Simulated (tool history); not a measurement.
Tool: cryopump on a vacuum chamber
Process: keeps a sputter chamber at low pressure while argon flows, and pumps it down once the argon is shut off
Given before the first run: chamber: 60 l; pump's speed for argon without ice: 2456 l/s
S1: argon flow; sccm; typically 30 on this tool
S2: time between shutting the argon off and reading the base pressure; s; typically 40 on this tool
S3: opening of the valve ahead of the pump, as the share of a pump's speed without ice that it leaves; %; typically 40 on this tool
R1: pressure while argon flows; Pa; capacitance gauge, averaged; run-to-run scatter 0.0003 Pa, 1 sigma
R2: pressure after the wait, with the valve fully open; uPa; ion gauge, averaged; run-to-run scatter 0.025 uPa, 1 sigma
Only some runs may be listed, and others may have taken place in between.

{"run": 1, "day": 0.0, "S1": 30, "S2": 40, "S3": 40, "R1": 0.0521, "R2": 1.8}
{"run": 2, "day": 1.875, "S1": 30, "S2": 40, "S3": 40, "R1": 0.0525, "R2": 1.79}
{"run": 3, "day": 3.05, "S1": 30, "S2": 40, "S3": 47, "R1": 0.0445, "R2": 1.78}
{"run": 4, "day": 5.138, "S1": 30, "S2": 40, "S3": 40, "R1": 0.0528, "R2": 1.81}
{"run": 5, "day": 6.233, "S1": 30, "S2": 87, "S3": 40, "R1": 0.0525, "R2": 1.28}
{"run": 6, "day": 7.638, "S1": 30, "S2": 40, "S3": 40, "R1": 0.0523, "R2": 1.83}
{"run": 7, "day": 9.725, "S1": 30, "S2": 124, "S3": 40, "R1": 0.052, "R2": 1.24}
{"run": 8, "day": 11.762, "S1": 30, "S2": 152, "S3": 40, "R1": 0.0529, "R2": 1.2}
{"run": 9, "day": 13.642, "S1": 30, "S2": 152, "S3": 40, "R1": 0.0523, "R2": 1.21}
{"run": 10, "day": 15.238, "S1": 31, "S2": 21, "S3": 21, "R1": 0.1027, "R2": 2.59}
{"run": 11, "day": 17.175, "S1": 16, "S2": 40, "S3": 23, "R1": 0.0489, "R2": 1.9}
{"run": 12, "day": 19.242, "S1": 18, "S2": 40, "S3": 19, "R1": 0.0659, "R2": 1.88}
{"run": 13, "day": 20.662, "S1": 25, "S2": 40, "S3": 32, "R1": 0.0547, "R2": 1.95}
{"run": 14, "day": 22.562, "S1": 25, "S2": 40, "S3": 32, "R1": 0.0548, "R2": 2.02}
{"run": 15, "day": 23.717, "S1": 15, "S2": 65, "S3": 39, "R1": 0.027, "R2": 1.63}
{"run": 16, "day": 25.021, "S1": 47, "S2": 41, "S3": 35, "R1": 0.095, "R2": 1.93}
{"run": 17, "day": 25.925, "S1": 36, "S2": 41, "S3": 35, "R1": 0.0726, "R2": 1.96}
{"run": 18, "day": 27.896, "S1": 14, "S2": 42, "S3": 20, "R1": 0.0489, "R2": 1.93}

What if the next run were any one of these 5? Each begins from the tool's condition after run 18:
{"run": "A", "day": 28.933, "S1": 12, "S2": 43, "S3": 20, "R1": "?", "R2": "?"}
{"run": "B", "day": 28.933, "S1": 27, "S2": 33, "S3": 20, "R1": "?", "R2": "?"}
{"run": "C", "day": 28.933, "S1": 21, "S2": 21, "S3": 52, "R1": "?", "R2": "?"}
{"run": "D", "day": 28.933, "S1": 14, "S2": 42, "S3": 19, "R1": "?", "R2": "?"}
{"run": "E", "day": 28.933, "S1": 24, "S2": 40, "S3": 40, "R1": "?", "R2": "?"}

run=A R1=0.0419 R2=1.93
run=B R1=0.0944 R2=2.20
run=C R1=0.0290 R2=2.68
run=D R1=0.0514 R2=1.95
run=E R1=0.0424 R2=2.03
With no hidden state in the tool, these same runs would have given:
run=A R1=0.0412 R2=0.97
run=B R1=0.0928 R2=1.22
run=C R1=0.0278 R2=1.74
run=D R1=0.0506 R2=0.97
run=E R1=0.0410 R2=1.06
